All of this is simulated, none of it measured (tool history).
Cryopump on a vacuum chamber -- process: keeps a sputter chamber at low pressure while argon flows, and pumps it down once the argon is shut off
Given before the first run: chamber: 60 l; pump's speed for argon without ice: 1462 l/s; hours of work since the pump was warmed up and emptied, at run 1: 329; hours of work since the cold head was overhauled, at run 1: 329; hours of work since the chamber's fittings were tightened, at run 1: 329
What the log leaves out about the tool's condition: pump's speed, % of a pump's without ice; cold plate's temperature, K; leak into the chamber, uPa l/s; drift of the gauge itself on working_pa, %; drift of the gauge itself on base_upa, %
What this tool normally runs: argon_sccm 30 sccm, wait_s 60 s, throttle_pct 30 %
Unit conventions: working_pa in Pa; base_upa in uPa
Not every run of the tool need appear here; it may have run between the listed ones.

run,day,argon_sccm,wait_s,throttle_pct,hours of work since the pump was warmed up and emptied,hours of work since the cold head was overhauled,hours of work since the chamber's fittings were tightened,working_pa,base_upa
1,0.000,30,60,30,329,329,329,0.1253,2.46
2,1.212,30,60,56,345,345,345,0.0714,2.48
3,2.562,30,60,56,363,363,363,0.0728,2.43
4,4.188,30,60,43,384,384,384,0.0925,2.60
5,5.708,30,60,43,404,404,404,0.0933,2.63
6,7.383,30,60,30,427,427,427,0.1284,2.80
7,8.246,30,60,30,438,438,438,0.1293,2.78
8,9.958,17,152,30,461,461,461,0.0737,2.18
9,11.708,17,152,30,484,484,484,0.0752,2.30
10,13.412,17,152,30,507,507,507,0.0750,2.36
11,15.083,30,60,15,529,529,529,0.2511,3.17

Some steps in working_pa between neighbouring runs. How much of each would the tool show without its hidden state too (settings, what came in, random variation), and how much is left for the hidden state, with any gauge scatter that isn't in both results?
Run 10 -> 11: argon_sccm 17 -> 30, wait_s 152 -> 60, throttle_pct 30 -> 15. working_pa +0.1761 Pa: hidden state +0.0087, all else +0.1674.
